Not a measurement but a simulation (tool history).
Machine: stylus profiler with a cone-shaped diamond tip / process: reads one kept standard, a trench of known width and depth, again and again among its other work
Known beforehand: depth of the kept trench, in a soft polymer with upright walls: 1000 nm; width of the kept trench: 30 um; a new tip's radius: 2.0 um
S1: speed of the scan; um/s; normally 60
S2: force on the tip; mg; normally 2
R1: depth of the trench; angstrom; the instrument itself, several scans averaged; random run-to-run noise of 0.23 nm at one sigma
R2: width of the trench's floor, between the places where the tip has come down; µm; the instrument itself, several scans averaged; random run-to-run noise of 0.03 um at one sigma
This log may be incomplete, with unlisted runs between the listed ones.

{"run": 1, "day": 0.0, "S1": 60, "S2": 2, "R1": 10170.2, "R2": 25.14}
{"run": 2, "day": 3.771, "S1": 60, "S2": 2, "R1": 10169.3, "R2": 25.19}
{"run": 3, "day": 7.042, "S1": 60, "S2": 2, "R1": 10107.1, "R2": 26.34}
{"run": 4, "day": 12.471, "S1": 60, "S2": 2, "R1": 10114.4, "R2": 26.26}
{"run": 5, "day": 15.546, "S1": 65, "S2": 2, "R1": 10116.6, "R2": 26.26}
{"run": 6, "day": 20.288, "S1": 65, "S2": 2, "R1": 10119, "R2": 26.17}
{"run": 7, "day": 22.692, "S1": 65, "S2": 2, "R1": 10119.2, "R2": 26.15}
{"run": 8, "day": 26.779, "S1": 75, "S2": 2, "R1": 10123.4, "R2": 26.05}
{"run": 9, "day": 29.833, "S1": 41, "S2": 2, "R1": 10125.9, "R2": 26.18}
{"run": 10, "day": 33.012, "S1": 41, "S2": 2, "R1": 10124.9, "R2": 26.07}
{"run": 11, "day": 38.65, "S1": 60, "S2": 2, "R1": 10129.3, "R2": 25.97}
{"run": 12, "day": 42.079, "S1": 31, "S2": 2, "R1": 10131.7, "R2": 26.07}
{"run": 13, "day": 45.271, "S1": 31, "S2": 2, "R1": 10136.6, "R2": 25.96}
{"run": 14, "day": 50.671, "S1": 55, "S2": 2, "R1": 10139.6, "R2": 25.89}
{"run": 15, "day": 54.754, "S1": 60, "S2": 2, "R1": 10138, "R2": 25.82}
{"run": 16, "day": 60.075, "S1": 60, "S2": 2, "R1": 10143.8, "R2": 25.75}
{"run": 17, "day": 63.442, "S1": 60, "S2": 2, "R1": 10140.2, "R2": 25.69}
{"run": 18, "day": 66.754, "S1": 60, "S2": 2, "R1": 10108.7, "R2": 25.67}
{"run": 19, "day": 71.471, "S1": 60, "S2": 2, "R1": 10110.2, "R2": 25.62}
{"run": 20, "day": 76.396, "S1": 60, "S2": 2, "R1": 10115.8, "R2": 25.55}
{"run": 21, "day": 79.233, "S1": 37, "S2": 2, "R1": 10116.9, "R2": 25.64}
{"run": 22, "day": 83.65, "S1": 37, "S2": 2, "R1": 10119.5, "R2": 25.55}
{"run": 23, "day": 86.15, "S1": 25, "S2": 1.29, "R1": 10089, "R2": 25.57}
{"run": 24, "day": 89.383, "S1": 25, "S2": 1.29, "R1": 10091.9, "R2": 25.57}
{"run": 25, "day": 93.871, "S1": 212, "S2": 1.71, "R1": 10113.6, "R2": 24.81}
{"run": 26, "day": 98.325, "S1": 19, "S2": 2, "R1": 10123.6, "R2": 25.45}
{"run": 27, "day": 101.804, "S1": 32, "S2": 1.26, "R1": 10098.3, "R2": 25.32}
{"run": 28, "day": 106.338, "S1": 175, "S2": 1.45, "R1": 10110.9, "R2": 24.72}
{"run": 29, "day": 110.788, "S1": 60, "S2": 3.86, "R1": 10195.8, "R2": 25.26}
{"run": 30, "day": 116.358, "S1": 60, "S2": 0.73, "R1": 10083.9, "R2": 25.06}
{"run": 31, "day": 119.721, "S1": 139, "S2": 1.38, "R1": 10112.9, "R2": 24.74}
{"run": 32, "day": 124.058, "S1": 51, "S2": 0.83, "R1": 10061.8, "R2": 26.26}
{"run": 33, "day": 127.038, "S1": 51, "S2": 0.83, "R1": 10064.6, "R2": 26.21}
{"run": 34, "day": 130.338, "S1": 100, "S2": 3.57, "R1": 10162.1, "R2": 26.21}
{"run": 35, "day": 133.254, "S1": 70, "S2": 3.36, "R1": 10161.7, "R2": 26.28}
{"run": 36, "day": 136.75, "S1": 70, "S2": 3.36, "R1": 10162, "R2": 26.17}
{"run": 37, "day": 142.271, "S1": 127, "S2": 3.37, "R1": 10162.9, "R2": 26}
{"run": 38, "day": 147.762, "S1": 60, "S2": 2.71, "R1": 10153.3, "R2": 26.12}
{"run": 39, "day": 151.538, "S1": 60, "S2": 3.65, "R1": 10179.3, "R2": 26.11}
{"run": 40, "day": 157.033, "S1": 32, "S2": 2.48, "R1": 10144.2, "R2": 26.1}
{"run": 41, "day": 159.404, "S1": 41, "S2": 1.09, "R1": 10094.4, "R2": 25.94}
{"run": 42, "day": 164.038, "S1": 140, "S2": 3.84, "R1": 10193.8, "R2": 25.72}
{"run": 43, "day": 169.179, "S1": 140, "S2": 3.84, "R1": 10195.2, "R2": 25.67}
{"run": 44, "day": 174.288, "S1": 27, "S2": 1.47, "R1": 10114.7, "R2": 25.84}

Not shown here: 4 entries made in the log between runs. Locate each between two listed runs and compare the hidden state at the listed run before it with the hidden state at the listed run after it:
Between runs 2 and 3: new tip fitted, height scale calibrated (day 7.021)
  radius of the tip, um: 3.22 -> 1.96; height scale over the true one, %: 0.627 -> 0.031
  measured minus no-state result, R1: +63.3 -> +3.1 angstrom; R2: -1.19 -> +0.05 µm
Between runs 13 and 14: height scale calibrated on a step standard (day 45.525)
  radius of the tip, um: 2.38 -> 2.44; height scale over the true one, %: 0.238 -> 0.305
  measured minus no-state result, R1: +24 -> +30.8 angstrom; R2: -0.41 -> -0.47 µm
Between runs 17 and 18: height scale calibrated on a step standard, once more (day 65.488)
  radius of the tip, um: 2.58 -> 2.62; height scale over the true one, %: 0.371 -> 0.019
  measured minus no-state result, R1: +37.4 -> +2 angstrom; R2: -0.62 -> -0.65 µm
Between runs 31 and 32: new tip fitted, height scale calibrated (day 122.079)
  radius of the tip, um: 3.21 -> 1.97; height scale over the true one, %: 0.301 -> 0.029
  measured minus no-state result, R1: +30.3 -> +2.9 angstrom; R2: -1.2 -> +0.03 µm
